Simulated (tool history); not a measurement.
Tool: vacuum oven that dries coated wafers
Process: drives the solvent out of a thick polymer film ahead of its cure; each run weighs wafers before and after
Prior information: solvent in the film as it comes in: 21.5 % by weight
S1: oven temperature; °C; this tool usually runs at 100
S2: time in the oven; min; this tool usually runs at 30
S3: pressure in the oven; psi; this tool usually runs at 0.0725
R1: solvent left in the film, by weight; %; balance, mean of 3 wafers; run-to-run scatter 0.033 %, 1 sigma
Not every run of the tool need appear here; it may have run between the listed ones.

run,hour,S1,S2,S3,R1
1,0.0,100,30,0.0725,0.95
2,8.2,100,30,0.0725,0.97
3,14.8,100,30,0.0725,0.96
4,23.0,100,30,0.0725,1.01
5,32.8,100,30,0.0725,0.98
6,44.3,100,30,0.0725,0.96
7,55.6,100,30,0.0725,0.93
8,67.8,100,30,0.0725,0.99
# hour 73.0: oven's thermocouples calibrated
9,82.0,100,27,0.0725,0.98
10,87.7,100,27,0.0725,0.97
11,92.8,100,25,0.0725,1.22
12,101.0,105,30,0.0725,0.35
13,111.7,96,24,0.0725,2.41
14,119.2,96,24,0.0725,2.40
15,126.3,109,25,0.0725,0.29
16,132.9,114,53,0.1575,0.32
17,138.1,114,53,0.1575,0.32
18,148.6,114,53,0.1575,0.34
19,153.9,94,17,0.1575,5.39
20,159.8,100,23,0.0732,1.46
21,167.7,104,32,0.2484,0.89

4 ways to go on from here, each from the tool as it stands after run 21. What would each give?
A,179.4,102,21,0.2025,?
B,179.4,105,28,0.0413,?
C,179.4,112,30,0.0725,?
D,179.4,94,20,0.1662,?

run,R1
A,1.75
B,0.32
C,0.20
D,4.41
Stripped of hidden state, with their random variation kept, the same runs would have yielded:
run,R1
A,1.77
B,0.31
C,0.19
D,4.46
